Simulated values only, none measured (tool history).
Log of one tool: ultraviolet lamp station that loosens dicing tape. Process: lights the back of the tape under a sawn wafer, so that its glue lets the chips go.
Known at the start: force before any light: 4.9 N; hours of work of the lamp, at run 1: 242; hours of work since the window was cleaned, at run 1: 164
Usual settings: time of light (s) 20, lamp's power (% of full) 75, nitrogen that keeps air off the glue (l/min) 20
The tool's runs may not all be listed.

run     day  time of light (s)  lamp's power (% of full)  nitrogen that keeps air off the glue (l/min)  hours of work of the lamp  hours of work since the window was cleaned  force that peels the tape off (N)  light that reached the tape (mJ/cm2)
  1   0.000                 20                        75                                            20                        242                                         164                              0.711                                   195
  2   1.192                 20                        75                                            20                        259                                         181                              0.736                                   199
  3   1.896                 20                        75                                            20                        269                                         191                              0.737                                   195
  4   2.708                 20                        75                                            27                        280                                         203                              0.663                                   193
  5   3.262                 20                        75                                            27                        288                                         211                              0.711                                   196
  6   3.908                 20                        75                                            27                        297                                         220                              0.659                                   191
  7   4.954                 20                        75                                            27                        312                                         235                              0.698                                   192
      5.254  -- window cleaned of glue's vapour
  8   6.083                 20                        75                                            20                        328                                          12                              0.861                                   179
  9   6.858                 20                        75                                            20                        339                                          23                              0.885                                   179
      7.338  -- window cleaned of glue's vapour, once more
 10   7.467                 20                        75                                            20                        347                                           2                              0.651                                   211
 11   8.258                 20                        75                                            20                        359                                          13                              0.653                                   208
 12   9.171                 20                        82                                            20                        372                                          26                              0.560                                   220
 13  10.096                 32                        75                                            20                        385                                          39                              0.264                                   328
 14  11.112                 38                        75                                            20                        399                                          54                              0.183                                   384
 15  11.979                 20                        75                                            20                        411                                          66                              0.715                                   201
 16  12.950                 20                        63                                            20                        425                                          80                              0.944                                   166
 17  14.133                 20                        75                                            20                        442                                          97                              0.715                                   198
 18  14.654                 20                        75                                            20                        449                                         104                              0.718                                   198
 19  15.554                 28                        75                                            16                        462                                         117                              0.454                                   275
 20  16.508                 28                        73                                            30                        476                                         130                              0.357                                   260
 21  17.692                 20                        72                                            36                        493                                         147                              0.674                                   184
 22  18.912                 20                        98                                            31                        510                                         164                              0.385                                   248
 23  19.571                 20                        98                                            31                        519                                         174                              0.397                                   246
 24  20.762                 21                        68                                             8                        536                                         191                              1.235                                   178
 25  21.462                 37                        79                                            18                        546                                         201                              0.242                                   355
 26  22.408                 20                        68                                            10                        560                                         214                              1.236                                   168
 27  23.217                 18                        77                                            10                        571                                         226                              1.243                                   168
     24.108  -- window cleaned of glue's vapour
 28  24.233                 38                        77                                            10                        585                                           2                              0.272                                   389
 29  25.050                 38                        77                                            10                        597                                          13                              0.274                                   384
 30  26.154                 38                        77                                            10                        613                                          29                              0.285                                   379
 31  27.067                 11                        96                                            36                        626                                          42                              1.062                                   137
 32  27.800                 13                        96                                            26                        636                                          52                              0.944                                   157
 33  28.450                 17                        71                                             6                        645                                          62                              1.566                                   149
 34  29.192                 20                        94                                            20                        656                                          72                              0.507                                   238
 35  30.167                 20                        94                                            20                        670                                          86                              0.528                                   238
 36  31.225                 20                        94                                            20                        685                                         101                              0.541                                   231

Forecast each of these 5 alternatives for the next run:
  A  32.404                 12                        94                                            28                        701                                         118                                  ?                                     ?
  B  32.404                 33                        75                                            17                        701                                         118                                  ?                                     ?
  C  32.404                 18                        94                                             8                        701                                         118                                  ?                                     ?
  D  32.404                 32                        79                                            11                        701                                         118                                  ?                                     ?
  E  32.404                 20                        65                                             6                        701                                         118                                  ?                                     ?

run  force that peels the tape off (N)  light that reached the tape (mJ/cm2)
  A                              1.122                                   138
  B                              0.351                                   303
  C                              0.997                                   206
  D                              0.417                                   309
  E                              1.591                                   162
Without the tool's hidden state the same runs would have given:
run  force that peels the tape off (N)  light that reached the tape (mJ/cm2)
  A                              0.793                                   174
  B                              0.221                                   380
  C                              0.687                                   258
  D                              0.260                                   388
  E                              1.206                                   202

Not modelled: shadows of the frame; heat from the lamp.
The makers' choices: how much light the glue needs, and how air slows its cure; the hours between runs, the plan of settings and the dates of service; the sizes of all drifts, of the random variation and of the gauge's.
